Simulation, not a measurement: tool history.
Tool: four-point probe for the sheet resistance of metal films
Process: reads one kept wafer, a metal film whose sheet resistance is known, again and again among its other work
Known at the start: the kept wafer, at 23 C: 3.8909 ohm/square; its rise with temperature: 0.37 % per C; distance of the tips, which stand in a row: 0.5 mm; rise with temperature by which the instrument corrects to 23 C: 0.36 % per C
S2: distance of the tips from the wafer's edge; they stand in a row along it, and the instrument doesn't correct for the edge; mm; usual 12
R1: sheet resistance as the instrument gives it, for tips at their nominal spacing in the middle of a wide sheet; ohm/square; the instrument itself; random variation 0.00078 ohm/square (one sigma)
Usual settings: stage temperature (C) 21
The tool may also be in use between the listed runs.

{"run": 1, "day": 0.0, "stage temperature (C)": 21, "S2": 12, "R1": 3.878559}
{"run": 2, "day": 1.688, "stage temperature (C)": 21, "S2": 11, "R1": 3.877598}
{"run": 3, "day": 3.858, "stage temperature (C)": 21, "S2": 11, "R1": 3.880083}
{"run": 4, "day": 5.879, "stage temperature (C)": 21, "S2": 11, "R1": 3.878321}
{"run": 5, "day": 7.554, "stage temperature (C)": 21, "S2": 11, "R1": 3.879689}
{"run": 6, "day": 8.588, "stage temperature (C)": 26, "S2": 12, "R1": 3.881046}
{"day": 10.4, "done": "stage's thermometer calibrated"}
{"run": 7, "day": 11.083, "stage temperature (C)": 21, "S2": 21, "R1": 3.868376}
{"run": 8, "day": 12.621, "stage temperature (C)": 21, "S2": 24, "R1": 3.867165}
{"run": 9, "day": 14.512, "stage temperature (C)": 21, "S2": 24, "R1": 3.869699}
{"run": 10, "day": 16.338, "stage temperature (C)": 21, "S2": 24, "R1": 3.866653}
{"run": 11, "day": 17.558, "stage temperature (C)": 21, "S2": 24, "R1": 3.868813}
{"run": 12, "day": 19.85, "stage temperature (C)": 27, "S2": 58, "R1": 3.869719}
{"run": 13, "day": 21.392, "stage temperature (C)": 30, "S2": 27, "R1": 3.873086}
{"run": 14, "day": 23.267, "stage temperature (C)": 30, "S2": 27, "R1": 3.872409}
{"day": 23.671, "done": "stage's thermometer calibrated, once more"}
{"run": 15, "day": 24.967, "stage temperature (C)": 21, "S2": 12, "R1": 3.898239}
{"run": 16, "day": 27.058, "stage temperature (C)": 24, "S2": 12, "R1": 3.899794}
{"run": 17, "day": 28.625, "stage temperature (C)": 24, "S2": 12, "R1": 3.900219}
{"run": 18, "day": 29.95, "stage temperature (C)": 24, "S2": 12, "R1": 3.900276}
{"run": 19, "day": 32.325, "stage temperature (C)": 25, "S2": 5, "R1": 3.917549}

Forecast each of these 5 alternatives for the next run:
{"run": "A", "day": 34.021, "stage temperature (C)": 25, "S2": 64, "R1": "?"}
{"run": "B", "day": 34.021, "stage temperature (C)": 21, "S2": 9, "R1": "?"}
{"run": "C", "day": 34.021, "stage temperature (C)": 25, "S2": 3, "R1": "?"}
{"run": "D", "day": 34.021, "stage temperature (C)": 29, "S2": 18, "R1": "?"}
{"run": "E", "day": 34.021, "stage temperature (C)": 25, "S2": 7, "R1": "?"}

run=A R1=3.895768
run=B R1=3.901225
run=C R1=3.955223
run=D R1=3.899848
run=E R1=3.90769
Without the tool's hidden state the same runs would have given:
run=A R1=3.89094
run=B R1=3.896387
run=C R1=3.950327
run=D R1=3.89502
run=E R1=3.902849
